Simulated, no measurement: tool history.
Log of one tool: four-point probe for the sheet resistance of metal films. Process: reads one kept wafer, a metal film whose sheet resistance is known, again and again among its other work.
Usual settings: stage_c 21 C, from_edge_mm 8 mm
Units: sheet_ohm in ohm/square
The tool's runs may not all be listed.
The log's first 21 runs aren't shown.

run,hour,stage_c,from_edge_mm,sheet_ohm
22,998.7,21,8,0.45234
23,1067.2,21,8,0.452285
24,1104.9,32,58,0.441009
25,1144.9,21,15,0.449557
26,1211,21,43,0.448605
27,1248.2,25,8,0.449337
28,1291.3,21,7,0.453223
29,1327.9,19,6,0.456566
30,1393.7,19,6,0.456647
31,1449.9,29,32,0.442811
32,1490.7,19,59,0.449749
33,1557.4,26,5,0.454328
34,1606.1,34,47,0.439416

The next listed run, before its measurement:
35,1641.4,28,16,?

{"run 35": {"sheet_ohm": 0.444133}}
Without the tool's hidden state the same run would have given sheet_ohm 0.448299 ohm/square.
